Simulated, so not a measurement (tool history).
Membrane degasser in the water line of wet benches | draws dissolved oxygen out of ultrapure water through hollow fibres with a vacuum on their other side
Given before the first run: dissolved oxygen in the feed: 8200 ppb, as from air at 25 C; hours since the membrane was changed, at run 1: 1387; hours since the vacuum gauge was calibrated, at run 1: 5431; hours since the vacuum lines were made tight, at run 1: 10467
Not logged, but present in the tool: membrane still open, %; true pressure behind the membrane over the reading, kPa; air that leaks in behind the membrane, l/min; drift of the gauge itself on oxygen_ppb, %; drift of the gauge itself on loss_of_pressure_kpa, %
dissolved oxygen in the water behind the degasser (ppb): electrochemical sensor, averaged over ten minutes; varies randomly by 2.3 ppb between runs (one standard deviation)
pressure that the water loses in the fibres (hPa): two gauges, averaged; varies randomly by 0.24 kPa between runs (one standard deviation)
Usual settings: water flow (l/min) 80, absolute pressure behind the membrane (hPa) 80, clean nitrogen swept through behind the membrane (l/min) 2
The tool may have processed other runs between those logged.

run     day  water flow (l/min)  absolute pressure behind the membrane (hPa)  clean nitrogen swept through behind the membrane (l/min)  hours since the membrane was changed  hours since the vacuum gauge was calibrated  hours since the vacuum lines were made tight  dissolved oxygen in the water behind the degasser (ppb)  pressure that the water loses in the fibres (hPa)
  1       0                  80                                           80                                                         2                                  1387                                         5431                                         10467                                                    428.6                                              635.8
  2   0.946                  80                                           80                                                         2                                  1410                                         5453                                         10489                                                    426.2                                              641.1
  3   1.829                  80                                           80                                                         2                                  1431                                         5475                                         10511                                                    429.7                                              642.7
  4   3.467                  80                                           80                                                         2                                  1470                                         5514                                         10550                                                    425.9                                                637
  5   5.017                  80                                           80                                                         2                                  1508                                         5551                                         10587                                                    426.1                                              639.6
  6   6.908                  80                                           80                                                         2                                  1553                                         5597                                         10632                                                    427.2                                                639
  7   8.579                  80                                           80                                                         2                                  1593                                         5637                                         10673                                                      428                                              643.3
  8   9.546                  80                                           80                                                         2                                  1616                                         5660                                         10696                                                      429                                              643.6
  9    10.9                  80                                           80                                                         2                                  1649                                         5692                                         10728                                                      428                                              635.4
 10  12.279                  80                                           80                                                      1.34                                  1682                                         5725                                         10761                                                    559.2                                              638.1
 11  13.958                  80                                           80                                                      1.34                                  1722                                         5766                                         10802                                                    553.6                                              636.3
 12  14.867                  80                                           80                                                      1.34                                  1744                                         5788                                         10823                                                    558.9                                              638.8
 13  15.904                  80                                           80                                                      1.34                                  1769                                         5812                                         10848                                                      557                                              638.2
 14  17.154                  80                                        106.8                                                      1.34                                  1799                                         5842                                         10878                                                    812.2                                              639.4
 15  18.883                  80                                        106.8                                                      1.34                                  1840                                         5884                                         10920                                                    817.3                                                636
 16  20.375                  80                                        106.8                                                      1.34                                  1876                                         5920                                         10956                                                    810.3                                              643.2
 17  21.892                  85                                        198.1                                                      3.71                                  1913                                         5956                                         10992                                                    834.4                                                679
 18  22.733                  89                                         91.4                                                      3.57                                  1933                                         5976                                         11012                                                    397.4                                              715.2
 19  23.829                 101                                         91.4                                                      1.03                                  1959                                         6003                                         11038                                                    972.2                                              810.9
 20  25.246                  58                                         91.4                                                      1.06                                  1993                                         6037                                         11072                                                    590.8                                                461
 21  26.396                  58                                         91.4                                                      1.06                                  2021                                         6064                                         11100                                                    590.2                                              466.6
 22  27.512                  80                                         68.8                                                      1.19                                  2048                                         6091                                         11127                                                    482.7                                              640.1
 23  29.354                  80                                         68.8                                                      1.19                                  2092                                         6135                                         11171                                                    475.2                                              644.3
 24  30.692                  52                                         50.7                                                      2.06                                  2124                                         6167                                         11203                                                    112.8                                                415
 25    31.7                  52                                         50.7                                                      2.06                                  2148                                         6192                                         11227                                                    112.1                                              417.9
 26  32.571                  80                                         72.2                                                         2                                  2169                                         6212                                         11248                                                    366.9                                              648.5
 27  34.383                  80                                        173.5                                                         2                                  2212                                         6256                                         11292                                                   1073.9                                              640.4
 28  35.204                  80                                        173.5                                                      2.54                                  2232                                         6276                                         11312                                                    900.3                                              642.7
 29  36.383                  80                                        173.5                                                      2.54                                  2260                                         6304                                         11340                                                    890.5                                              639.5
 30  37.717                  93                                        123.3                                                      4.43                                  2292                                         6336                                         11372                                                    507.1                                              746.3
 31  39.433                  93                                        123.3                                                      4.43                                  2334                                         6377                                         11413                                                    507.7                                              747.4
 32   41.25                  74                                         52.6                                                      1.21                                  2377                                         6421                                         11457                                                    271.9                                              593.3

Predict each of these 3 candidate next runs independently; none follows another, all start after run 32:
  A  42.971                  80                                           49                                                      5.96                                  2419                                         6462                                         11498                                                        ?                                                  ?
  B  42.971                  89                                        141.2                                                      1.36                                  2419                                         6462                                         11498                                                        ?                                                  ?
  C  42.971                 113                                         52.6                                                      2.11                                  2419                                         6462                                         11498                                                        ?                                                  ?

run  dissolved oxygen in the water behind the degasser (ppb)  pressure that the water loses in the fibres (hPa)
  A                                                    111.7                                              646.5
  B                                                   1203.7                                              710.8
  C                                                    406.5                                              906.4
Without the tool's hidden state the same runs would have given:
run  dissolved oxygen in the water behind the degasser (ppb)  pressure that the water loses in the fibres (hPa)
  A                                                    106.3                                              640.4
  B                                                   1193.9                                                704
  C                                                    391.8                                              897.8
